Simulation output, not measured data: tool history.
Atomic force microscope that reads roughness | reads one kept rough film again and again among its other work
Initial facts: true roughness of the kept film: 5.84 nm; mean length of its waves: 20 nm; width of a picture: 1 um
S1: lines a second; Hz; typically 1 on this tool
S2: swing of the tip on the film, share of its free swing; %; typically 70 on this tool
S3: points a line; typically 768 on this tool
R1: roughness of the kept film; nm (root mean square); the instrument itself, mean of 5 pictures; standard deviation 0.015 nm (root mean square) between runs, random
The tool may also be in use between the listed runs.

run,hour,S1,S2,S3,R1
1,0,1,70,768,2.159
2,11.7,1,70,768,2.095
3,26.2,1,70,865,2.005
4,39.1,1,70,865,1.933
5,46.8,1,59,768,1.935
6,54.7,1,59,768,1.894
7,69.4,1,75,768,1.76
8,81,1,75,768,1.713
# hour 91.5: new tip fitted
9,93.7,1,56,768,3.507
10,106.3,1,56,768,3.332
11,120.8,1,61,768,3.075
12,127.3,1,61,768,2.996
13,140.2,0.67,56,519,2.868
14,150.7,0.69,59,331,2.727
15,160.6,1,70,264,2.503
16,175.5,0.84,70,972,2.48
17,186,0.89,70,768,2.389
18,192.8,0.6,70,638,2.365
19,201.1,0.86,56,768,2.34
20,210.3,0.86,76,1020,2.178

Consider 3 possible next runs. They are alternatives, not a sequence: every one starts from the tool as it was left by run 20. What does each give?
A,222.5,2.07,77,457,?
B,222.5,1,70,611,?
C,222.5,0.86,59,416,?

run,R1
A,1.955
B,2.133
C,2.148
Without the tool's unlogged condition, the same runs would have read:
run,R1
A,3.254
B,3.55
C,3.581
